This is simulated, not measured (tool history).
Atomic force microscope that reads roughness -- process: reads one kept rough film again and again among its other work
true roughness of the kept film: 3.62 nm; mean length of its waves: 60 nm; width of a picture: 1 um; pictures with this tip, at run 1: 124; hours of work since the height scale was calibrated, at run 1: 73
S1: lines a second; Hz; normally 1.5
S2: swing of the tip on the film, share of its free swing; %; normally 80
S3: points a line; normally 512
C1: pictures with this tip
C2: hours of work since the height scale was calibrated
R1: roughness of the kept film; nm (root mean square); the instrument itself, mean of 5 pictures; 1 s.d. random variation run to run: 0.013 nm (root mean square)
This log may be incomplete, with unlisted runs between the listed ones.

run  hour    S1  S2   S3   C1   C2     R1
  1     0   1.5  80  512  124   73  3.031
  2   7.6   1.5  66  512  134   76  3.262
  3  14.6  1.16  80  512  143   80  3.121
  4  20.5   1.5  80  512  151   82  3.032
  5  32.9   1.5  80  512  168   88  3.035
  6  40.8  3.76  80  512  179   92  2.527
  7  46.5  0.77  64  805  186   94  3.412
  8  59.5  2.33  58  453  204  100   3.27
  9  66.3  2.33  58  453  213  103  3.269
 10  72.6  2.33  58  453  222  106  3.294

Each row is a separate what-if for the run after 10, all from the same tool condition, not one after another. Results?
  A  85.1  2.33  62  723  238  112   ?
  B  85.1   1.5  73  258  238  112   ?
  C  85.1   1.5  62  391  238  112   ?

run     R1
  A  3.225
  B   3.15
  C  3.344
With no hidden state in the tool, these same runs would have given:
run     R1
  A  3.228
  B  3.153
  C  3.347

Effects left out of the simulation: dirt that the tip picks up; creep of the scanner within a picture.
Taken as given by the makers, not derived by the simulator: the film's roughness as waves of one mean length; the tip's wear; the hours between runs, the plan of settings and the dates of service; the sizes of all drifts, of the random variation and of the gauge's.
